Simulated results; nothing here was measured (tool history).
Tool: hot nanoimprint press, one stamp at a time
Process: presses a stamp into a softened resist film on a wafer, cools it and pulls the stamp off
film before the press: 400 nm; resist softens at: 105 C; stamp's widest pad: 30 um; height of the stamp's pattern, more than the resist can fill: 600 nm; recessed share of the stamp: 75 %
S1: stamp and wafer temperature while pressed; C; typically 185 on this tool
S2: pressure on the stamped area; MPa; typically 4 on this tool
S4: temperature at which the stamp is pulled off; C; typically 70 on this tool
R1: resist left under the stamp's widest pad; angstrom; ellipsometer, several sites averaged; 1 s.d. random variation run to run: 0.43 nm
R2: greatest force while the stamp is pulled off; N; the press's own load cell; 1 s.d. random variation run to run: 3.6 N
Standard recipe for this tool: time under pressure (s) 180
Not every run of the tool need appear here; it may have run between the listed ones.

Run 1, hour 0: usual settings. Result: R1 2309 angstrom, R2 198 N.
Run 2, hour 81.1: usual settings. Result: R1 2305 angstrom, R2 221 N.
Run 3, hour 139.9: usual settings but S4 72 C. Result: R1 2287 angstrom, R2 214 N.
At hour 181.1: press's hydraulic seals changed and the load cell set to zero.
At hour 206.2: stamp cleaned and given a new release coat.
Run 4, hour 218.4: usual settings but S4 72 C. Result: R1 2291 angstrom, R2 198 N.
Run 5, hour 271.2: usual settings but S4 72 C. Result: R1 2288 angstrom, R2 206 N.
Run 6, hour 335.6: usual settings but S4 72 C. Result: R1 2294 angstrom, R2 211 N.
At hour 412.5: plate thermocouple calibrated.
At hour 423.7: stamp cleaned and given a new release coat.
Run 7, hour 430.7: usual settings but S4 72 C. Result: R1 2326 angstrom, R2 198 N.
Run 8, hour 501.7: usual settings but S4 72 C. Result: R1 2325 angstrom, R2 205 N.
Run 9, hour 578.3: usual settings but S4 72 C. Result: R1 2320 angstrom, R2 213 N.
Run 10, hour 628: usual settings but S4 72 C. Result: R1 2317 angstrom, R2 226 N.
At hour 640.5: stamp cleaned and given a new release coat.
Run 11, hour 703.1: usual settings but S4 72 C. Result: R1 2318 angstrom, R2 200 N.
Run 12, hour 766.6: usual settings but S2 3.7 MPa. Result: R1 2384 angstrom, R2 220 N.
At hour 856.7: stamp cleaned and given a new release coat.
Run 13, hour 860.1: usual settings but S2 3.7 MPa. Result: R1 2374 angstrom, R2 198 N.
Run 14, hour 947.2: usual settings but time under pressure (s) 177. Result: R1 2306 angstrom, R2 210 N.
Run 15, hour 1001.5: usual settings. Result: R1 2298 angstrom, R2 218 N.
Run 16, hour 1042.9: usual settings. Result: R1 2293 angstrom, R2 229 N.
At hour 1075.8: stamp cleaned and given a new release coat.
Run 17, hour 1131.3: usual settings but S4 65 C. Result: R1 2279 angstrom, R2 229 N.
Run 18, hour 1225: usual settings but S1 183 C, S4 65 C. Result: R1 2412 angstrom, R2 240 N.
At hour 1272.7: plate thermocouple calibrated.
At hour 1293.9: stamp cleaned and given a new release coat.
Run 19, hour 1299.9: usual settings but S1 178 C, time under pressure (s) 97. Result: R1 3225 angstrom, R2 201 N.
At hour 1378: press's hydraulic seals changed and the load cell set to zero.
Run 20, hour 1396.7: usual settings but S1 187 C, S4 66 C. Result: R1 2190 angstrom, R2 232 N.
Run 21, hour 1460.2: usual settings but S1 197 C, S2 5.9 MPa, time under pressure (s) 98, S4 65 C. Result: R1 1667 angstrom, R2 249 N.
Run 22, hour 1507.5: usual settings but S1 197 C, S2 5.9 MPa, time under pressure (s) 98, S4 65 C. Result: R1 1665 angstrom, R2 261 N.
At hour 1522.1: stamp cleaned and given a new release coat.
Run 23, hour 1578.6: usual settings but S1 195 C, S2 2.62 MPa, time under pressure (s) 289, S4 62 C. Result: R1 1734 angstrom, R2 233 N.
Run 24, hour 1648.3: usual settings but S1 194 C, S2 4.2 MPa, time under pressure (s) 277, S4 67 C. Result: R1 1448 angstrom, R2 227 N.
Run 25, hour 1711.6: usual settings but S1 186 C, S2 3.51 MPa, time under pressure (s) 262, S4 78 C. Result: R1 2084 angstrom, R2 198 N.
At hour 1743.8: stamp cleaned and given a new release coat.
Run 26, hour 1776.8: usual settings but S1 186 C, S2 3.51 MPa, time under pressure (s) 262, S4 78 C. Result: R1 2076 angstrom, R2 180 N.
Run 27, hour 1855.9: usual settings but S2 4.59 MPa, S4 62 C. Result: R1 2162 angstrom, R2 247 N.
Run 28, hour 1948.3: usual settings but S1 195 C, S2 3.04 MPa, time under pressure (s) 133, S4 57 C. Result: R1 2123 angstrom, R2 286 N.
At hour 1961.2: stamp cleaned and given a new release coat.
Run 29, hour 2000: usual settings but S2 5.8 MPa. Result: R1 1948 angstrom, R2 207 N.

Each run again, without the hidden state but with its own random variation kept:
Hidden state present: true temperature over the reading, C; pressure that arrives at the usual setting, %; grip of the stamp's worn release coat, % over a new coat's; drift of the gauge itself on residual_nm, %; drift of the gauge itself on pull_off_n, %.
run    R1   R2
  1  2328  196
  2  2330  204
  3  2315  189
  4  2326  198
  5  2327  197
  6  2337  191
  7  2327  197
  8  2330  193
  9  2329  188
 10  2329  192
 11  2335  191
 12  2406  200
 13  2402  200
 14  2338  196
 15  2334  195
 16  2331  198
 17  2322  222
 18  2463  215
 19  3204  200
 20  2195  214
 21  1675  218
 22  1675  220
 23  1747  222
 24  1463  205
 25  2108  170
 26  2105  176
 27  2195  227
 28  2158  243
 29  1986  202
